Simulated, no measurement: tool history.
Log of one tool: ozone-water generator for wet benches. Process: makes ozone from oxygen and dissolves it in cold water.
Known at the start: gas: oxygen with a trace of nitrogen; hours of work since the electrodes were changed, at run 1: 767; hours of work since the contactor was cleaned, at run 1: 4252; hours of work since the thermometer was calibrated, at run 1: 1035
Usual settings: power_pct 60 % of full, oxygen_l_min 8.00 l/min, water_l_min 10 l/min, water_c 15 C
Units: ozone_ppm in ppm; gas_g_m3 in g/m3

run    hour  power_pct  oxygen_l_min  water_l_min  water_c  hours of work since the electrodes were changed  hours of work since the contactor was cleaned  hours of work since the thermometer was calibrated  ozone_ppm  gas_g_m3
  1     0.0         60          8.00           10       15                                              767                                           4252                                                1035       52.1     248.9
  2   131.7         60          8.00           10        7                                              864                                           4349                                                1132       61.4     250.3
  3   204.1         60          9.50           10        7                                              918                                           4403                                                1186       58.1     223.4
  4   260.9         60          9.50           10        7                                              960                                           4445                                                1228       57.9     223.2
  5   364.6         60          9.50           10        7                                             1037                                           4521                                                1304       57.5     222.9
  6   481.8         60          9.50           10        7                                             1123                                           4608                                                1391       57.7     220.0
  7   594.6         60          9.50           10        7                                             1207                                           4692                                                1475       57.8     221.9
  8   691.8         60          9.50           10        7                                             1279                                           4763                                                1546       57.0     220.6
  9   751.5         60          9.50           10        7                                             1323                                           4808                                                1591       57.1     220.8
 10   841.9         60          9.50           10        7                                             1390                                           4874                                                1657       57.1     219.8
 11   913.0         60          9.50           10        7                                             1442                                           4927                                                1710       56.9     221.4
 12  1038.6         60          9.50           10        7                                             1535                                           5020                                                1803       56.8     221.0
 13  1137.8         60          6.37           10        7                                             1608                                           5093                                                1876       64.5     290.6
 14  1216.2         60          8.00           11       15                                             1666                                           5151                                                1934       48.4     249.0
 15  1283.8         60          8.00           11       15                                             1716                                           5201                                                1984       48.6     247.5
 16  1362.8         60          8.00           12       15                                             1775                                           5260                                                2043       47.1     248.1
 17  1449.1         60          8.00           10       15                                             1839                                           5323                                                2106       50.8     248.8
     1459.1  -- contactor cleaned
 18  1552.8         60          8.00            9       15                                             1912                                             69                                                2180       54.0     244.4
 19  1663.4         60          8.00            9       15                                             1994                                            151                                                2262       54.1     247.0
 20  1773.2         67          8.00            7       15                                             2075                                            232                                                2343       63.2     264.9
 21  1863.3         67          8.00            7       15                                             2142                                            299                                                2410       62.1     262.2
 22  1951.1         91          7.07           10       16                                             2207                                            364                                                2475       66.8     345.0
 23  2028.4         91          7.07           10       16                                             2264                                            421                                                2532       67.9     345.5
 24  2147.2         42          9.55           10       18                                             2352                                            509                                                2620       36.5     177.8
 25  2208.9         60         12.07            7       18                                             2397                                            554                                                2665       45.2     185.2
 26  2342.7         60         12.07            7       18                                             2496                                            653                                                2764       44.8     186.1
 27  2440.5         60         12.07            7       18                                             2569                                            726                                                2836       44.4     184.3
 28  2498.0         60         12.07            7       18                                             2611                                            768                                                2879       44.8     184.9
 29  2603.4         60          8.00           13       10                                             2689                                            846                                                2957       49.6     248.1
 30  2668.4         60         14.37           11       16                                             2737                                            894                                                3005       37.6     165.7
 31  2774.5         70          5.34           11        7                                             2816                                            973                                                3083       69.8     357.3
 32  2909.8         96         12.76            7       18                                             2916                                           1073                                                3183       56.9     234.6
 33  3023.7         67          6.64            7       18                                             3000                                           1157                                                3268       63.7     294.3

How the hidden state differs across the entries between the runs, from the last listed run before each to the first after it:
Between runs 17 and 18: contactor cleaned (hour 1459.1)
  contactor's efficiency, % of a clean one's: 95.4 -> 99.3
  measured less the result without the state, ozone_ppm: -1.6 -> -1.0 ppm; gas_g_m3: -3.8 -> -4.0 g/m3
